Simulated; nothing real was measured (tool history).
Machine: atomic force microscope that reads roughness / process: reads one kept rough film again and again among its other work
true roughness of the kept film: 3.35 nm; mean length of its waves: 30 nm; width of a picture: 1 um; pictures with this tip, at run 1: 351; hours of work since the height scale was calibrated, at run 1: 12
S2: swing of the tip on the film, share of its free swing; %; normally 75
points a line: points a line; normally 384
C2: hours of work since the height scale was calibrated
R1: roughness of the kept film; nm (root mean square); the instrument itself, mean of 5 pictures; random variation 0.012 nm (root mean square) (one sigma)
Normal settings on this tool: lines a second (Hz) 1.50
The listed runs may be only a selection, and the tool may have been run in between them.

run 1 hour=0.0 | lines_a_second_(Hz)=1.50 S2=75 points_a_line=384 | pictures_with_this_tip=351 C2=12 | R1=2.282
run 2 hour=8.7 | lines_a_second_(Hz)=1.50 S2=75 points_a_line=384 | pictures_with_this_tip=366 C2=18 | R1=2.254
-- hour=10.1 new tip fitted
run 3 hour=17.8 | lines_a_second_(Hz)=1.50 S2=75 points_a_line=384 | pictures_with_this_tip=13 C2=24 | R1=2.871
run 4 hour=29.8 | lines_a_second_(Hz)=1.50 S2=75 points_a_line=384 | pictures_with_this_tip=34 C2=33 | R1=2.819
run 5 hour=36.5 | lines_a_second_(Hz)=1.50 S2=75 points_a_line=694 | pictures_with_this_tip=46 C2=38 | R1=2.795
run 6 hour=45.6 | lines_a_second_(Hz)=1.50 S2=75 points_a_line=694 | pictures_with_this_tip=62 C2=44 | R1=2.757
run 7 hour=58.1 | lines_a_second_(Hz)=1.50 S2=75 points_a_line=694 | pictures_with_this_tip=84 C2=53 | R1=2.723
run 8 hour=71.0 | lines_a_second_(Hz)=1.50 S2=75 points_a_line=694 | pictures_with_this_tip=106 C2=62 | R1=2.682
run 9 hour=83.6 | lines_a_second_(Hz)=1.50 S2=75 points_a_line=694 | pictures_with_this_tip=128 C2=71 | R1=2.633
run 10 hour=90.0 | lines_a_second_(Hz)=1.50 S2=75 points_a_line=694 | pictures_with_this_tip=139 C2=76 | R1=2.599
run 11 hour=98.3 | lines_a_second_(Hz)=1.50 S2=75 points_a_line=694 | pictures_with_this_tip=154 C2=82 | R1=2.559
run 12 hour=105.0 | lines_a_second_(Hz)=1.50 S2=75 points_a_line=694 | pictures_with_this_tip=165 C2=87 | R1=2.563
run 13 hour=110.8 | lines_a_second_(Hz)=1.62 S2=75 points_a_line=384 | pictures_with_this_tip=175 C2=91 | R1=2.516
run 14 hour=117.7 | lines_a_second_(Hz)=1.62 S2=75 points_a_line=384 | pictures_with_this_tip=188 C2=96 | R1=2.489
run 15 hour=123.6 | lines_a_second_(Hz)=1.50 S2=79 points_a_line=384 | pictures_with_this_tip=198 C2=100 | R1=2.478
run 16 hour=132.3 | lines_a_second_(Hz)=1.50 S2=75 points_a_line=384 | pictures_with_this_tip=213 C2=106 | R1=2.453
run 17 hour=145.6 | lines_a_second_(Hz)=1.50 S2=75 points_a_line=384 | pictures_with_this_tip=236 C2=116 | R1=2.444
run 18 hour=152.6 | lines_a_second_(Hz)=1.50 S2=75 points_a_line=384 | pictures_with_this_tip=248 C2=121 | R1=2.422
run 19 hour=160.3 | lines_a_second_(Hz)=1.50 S2=75 points_a_line=384 | pictures_with_this_tip=262 C2=126 | R1=2.379
run 20 hour=169.3 | lines_a_second_(Hz)=1.50 S2=75 points_a_line=384 | pictures_with_this_tip=278 C2=133 | R1=2.342
run 21 hour=179.2 | lines_a_second_(Hz)=1.50 S2=75 points_a_line=384 | pictures_with_this_tip=295 C2=140 | R1=2.332
-- hour=181.1 height scale calibrated on a step standard
run 22 hour=191.7 | lines_a_second_(Hz)=1.50 S2=75 points_a_line=384 | pictures_with_this_tip=315 C2=8 | R1=2.299
run 23 hour=203.4 | lines_a_second_(Hz)=1.50 S2=75 points_a_line=384 | pictures_with_this_tip=335 C2=16 | R1=2.289
run 24 hour=216.8 | lines_a_second_(Hz)=1.50 S2=65 points_a_line=384 | pictures_with_this_tip=359 C2=26 | R1=2.288
-- hour=223.1 new tip fitted
run 25 hour=224.9 | lines_a_second_(Hz)=1.50 S2=56 points_a_line=384 | pictures_with_this_tip=3 C2=31 | R1=2.935
run 26 hour=237.9 | lines_a_second_(Hz)=3.23 S2=75 points_a_line=384 | pictures_with_this_tip=25 C2=40 | R1=2.700
run 27 hour=243.5 | lines_a_second_(Hz)=1.50 S2=75 points_a_line=756 | pictures_with_this_tip=35 C2=44 | R1=2.814
run 28 hour=249.4 | lines_a_second_(Hz)=0.81 S2=63 points_a_line=384 | pictures_with_this_tip=46 C2=49 | R1=2.840
run 29 hour=255.7 | lines_a_second_(Hz)=0.93 S2=80 points_a_line=995 | pictures_with_this_tip=57 C2=53 | R1=2.779
-- hour=263.2 height scale calibrated on a step standard, once more
run 30 hour=266.2 | lines_a_second_(Hz)=0.56 S2=68 points_a_line=290 | pictures_with_this_tip=73 C2=2 | R1=2.750
run 31 hour=277.3 | lines_a_second_(Hz)=0.80 S2=90 points_a_line=546 | pictures_with_this_tip=93 C2=10 | R1=2.644
run 32 hour=283.0 | lines_a_second_(Hz)=2.48 S2=62 points_a_line=546 | pictures_with_this_tip=103 C2=14 | R1=2.671
run 33 hour=289.2 | lines_a_second_(Hz)=1.07 S2=75 points_a_line=265 | pictures_with_this_tip=113 C2=19 | R1=2.609
run 34 hour=299.3 | lines_a_second_(Hz)=0.68 S2=79 points_a_line=384 | pictures_with_this_tip=131 C2=26 | R1=2.615
run 35 hour=310.7 | lines_a_second_(Hz)=1.50 S2=86 points_a_line=346 | pictures_with_this_tip=151 C2=34 | R1=2.461
run 36 hour=319.0 | lines_a_second_(Hz)=1.50 S2=86 points_a_line=346 | pictures_with_this_tip=165 C2=40 | R1=2.435
run 37 hour=325.0 | lines_a_second_(Hz)=0.56 S2=75 points_a_line=384 | pictures_with_this_tip=176 C2=44 | R1=2.561
run 38 hour=337.3 | lines_a_second_(Hz)=3.39 S2=87 points_a_line=894 | pictures_with_this_tip=197 C2=53 | R1=2.212
run 39 hour=347.9 | lines_a_second_(Hz)=3.39 S2=87 points_a_line=894 | pictures_with_this_tip=216 C2=61 | R1=2.175
run 40 hour=358.5 | lines_a_second_(Hz)=1.50 S2=83 points_a_line=280 | pictures_with_this_tip=234 C2=68 | R1=2.338
run 41 hour=368.6 | lines_a_second_(Hz)=1.50 S2=58 points_a_line=792 | pictures_with_this_tip=252 C2=76 | R1=2.446
run 42 hour=378.2 | lines_a_second_(Hz)=1.50 S2=58 points_a_line=792 | pictures_with_this_tip=268 C2=82 | R1=2.430
run 43 hour=383.7 | lines_a_second_(Hz)=3.83 S2=56 points_a_line=384 | pictures_with_this_tip=278 C2=86 | R1=2.355
run 44 hour=393.4 | lines_a_second_(Hz)=3.83 S2=56 points_a_line=384 | pictures_with_this_tip=295 C2=93 | R1=2.312
run 45 hour=405.3 | lines_a_second_(Hz)=1.50 S2=67 points_a_line=384 | pictures_with_this_tip=316 C2=102 | R1=2.280
run 46 hour=413.3 | lines_a_second_(Hz)=2.66 S2=82 points_a_line=437 | pictures_with_this_tip=330 C2=108 | R1=2.132
run 47 hour=425.2 | lines_a_second_(Hz)=2.30 S2=60 points_a_line=437 | pictures_with_this_tip=350 C2=116 | R1=2.263
-- hour=435.7 new tip fitted
run 48 hour=435.7 | lines_a_second_(Hz)=0.72 S2=74 points_a_line=437 | pictures_with_this_tip=0 C2=123 | R1=2.932
run 49 hour=444.5 | lines_a_second_(Hz)=0.84 S2=72 points_a_line=323 | pictures_with_this_tip=15 C2=130 | R1=2.898
run 50 hour=455.2 | lines_a_second_(Hz)=3.91 S2=59 points_a_line=423 | pictures_with_this_tip=34 C2=137 | R1=2.794
run 51 hour=468.7 | lines_a_second_(Hz)=1.08 S2=75 points_a_line=384 | pictures_with_this_tip=57 C2=147 | R1=2.774
run 52 hour=476.8 | lines_a_second_(Hz)=1.08 S2=75 points_a_line=384 | pictures_with_this_tip=72 C2=153 | R1=2.734

What if the next run were any one of these 3? Each begins from the tool's condition after run 52:
run A hour=488.3 | lines_a_second_(Hz)=0.76 S2=86 points_a_line=384 | pictures_with_this_tip=92 C2=161 | R1=?
run B hour=488.3 | lines_a_second_(Hz)=1.32 S2=80 points_a_line=516 | pictures_with_this_tip=92 C2=161 | R1=?
run C hour=488.3 | lines_a_second_(Hz)=2.84 S2=78 points_a_line=384 | pictures_with_this_tip=92 C2=161 | R1=?

run=A R1=2.690
run=B R1=2.674
run=C R1=2.517
Without the tool's hidden state the same runs would have given:
run=A R1=2.918
run=B R1=2.900
run=C R1=2.730

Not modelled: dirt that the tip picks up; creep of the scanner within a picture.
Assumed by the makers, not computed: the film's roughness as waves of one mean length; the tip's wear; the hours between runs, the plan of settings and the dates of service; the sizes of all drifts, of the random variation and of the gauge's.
